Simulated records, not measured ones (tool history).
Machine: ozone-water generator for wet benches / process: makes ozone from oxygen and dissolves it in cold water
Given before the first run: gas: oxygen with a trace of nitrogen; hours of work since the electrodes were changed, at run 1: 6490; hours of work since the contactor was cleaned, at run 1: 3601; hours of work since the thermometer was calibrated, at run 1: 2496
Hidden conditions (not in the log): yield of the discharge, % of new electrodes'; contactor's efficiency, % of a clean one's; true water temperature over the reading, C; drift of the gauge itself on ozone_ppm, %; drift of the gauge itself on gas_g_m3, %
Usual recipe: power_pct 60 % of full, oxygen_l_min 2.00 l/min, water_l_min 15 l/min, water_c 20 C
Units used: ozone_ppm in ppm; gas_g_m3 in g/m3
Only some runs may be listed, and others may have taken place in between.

run,hour,power_pct,oxygen_l_min,water_l_min,water_c,hours of work since the electrodes were changed,hours of work since the contactor was cleaned,hours of work since the thermometer was calibrated,ozone_ppm,gas_g_m3
1,0.0,60,2.00,15,20,6490,3601,2496,15.6,212.1
# hour 101.2: contactor cleaned
2,183.4,60,2.00,15,20,6661,78,2668,15.3,212.6
3,311.1,60,2.00,15,20,6783,200,2790,15.1,212.0
4,432.7,60,2.00,15,20,6900,317,2906,15.3,213.1
5,597.3,60,2.00,15,20,7057,474,3063,15.5,210.9
6,710.3,60,2.00,15,20,7165,582,3171,15.6,214.2
7,840.5,60,2.00,15,20,7289,706,3296,15.2,213.3
8,1067.7,60,2.00,15,20,7506,923,3513,15.4,212.0
9,1231.4,60,2.00,15,20,7663,1080,3669,15.3,215.3
10,1353.1,60,2.00,15,20,7779,1196,3785,15.3,214.0
11,1530.9,60,2.00,15,20,7949,1366,3955,15.4,213.5
# hour 1665.6: water thermometer calibrated
12,1738.5,60,2.00,15,20,8147,1564,70,15.6,213.6
13,1953.5,60,2.00,15,20,8352,1769,275,15.5,215.8
# hour 2093.3: electrodes of the discharge changed
14,2175.0,60,2.00,15,20,78,1975,481,15.2,216.5
15,2312.1,60,2.00,15,20,209,2106,612,15.3,215.7
16,2446.8,60,2.00,15,20,338,2234,741,15.3,216.2
17,2558.6,61,2.00,11,20,445,2341,847,20.7,218.2
18,2758.7,80,2.00,18,22,636,2532,1039,16.5,279.3
19,2907.5,40,2.00,22,25,778,2675,1181,7.2,152.5
20,3033.6,40,2.00,22,25,898,2795,1301,7.2,152.1
21,3134.4,40,2.00,22,18,995,2891,1397,7.7,152.6
22,3316.1,40,2.00,22,18,1168,3065,1571,7.5,154.2
# hour 3539.8: gauge calibrated
23,3539.8,40,2.00,17,13,1382,3279,1785,10.1,149.2
24,3687.8,40,2.00,17,13,1523,3420,1926,10.3,149.7
25,3901.1,42,1.84,21,25,1727,3624,2130,7.6,165.6
# hour 3967.2: contactor cleaned
26,4041.1,41,3.60,17,28,1857,71,2260,9.0,106.1
27,4168.6,41,3.60,17,28,1979,192,2382,8.9,106.1
28,4328.3,92,2.00,15,20,2131,345,2534,22.4,313.0
29,4547.6,47,1.19,15,20,2341,554,2744,11.6,239.6
30,4689.3,47,1.64,15,16,2476,690,2879,12.6,198.7
31,4857.3,47,1.64,14,16,2637,850,3039,13.6,196.5
32,4962.4,47,1.30,9,17,2737,951,3140,19.7,228.3

Subtracting, for every run, the result it would have given without the tool's unlogged condition from the measured result gives the following. The same run-to-run variation enters both numbers; the gauge's scatter may not:
run,gas_g_m3
1,-0.3
2,+0.0
3,+0.2
4,+0.4
5,+0.6
6,+0.9
7,+1.1
8,+1.5
9,+1.8
10,+2.0
11,+2.3
12,+2.6
13,+3.0
14,+3.8
15,+4.0
16,+4.3
17,+4.5
18,+6.1
19,+3.6
20,+3.7
21,+3.8
22,+4.1
23,+0.0
24,+0.2
25,+0.4
26,+0.4
27,+0.5
28,+1.8
29,+1.8
30,+1.8
31,+2.0
32,+2.6
ozone_ppm: differs from the measured result by no more than 0.1 ppm in any run.
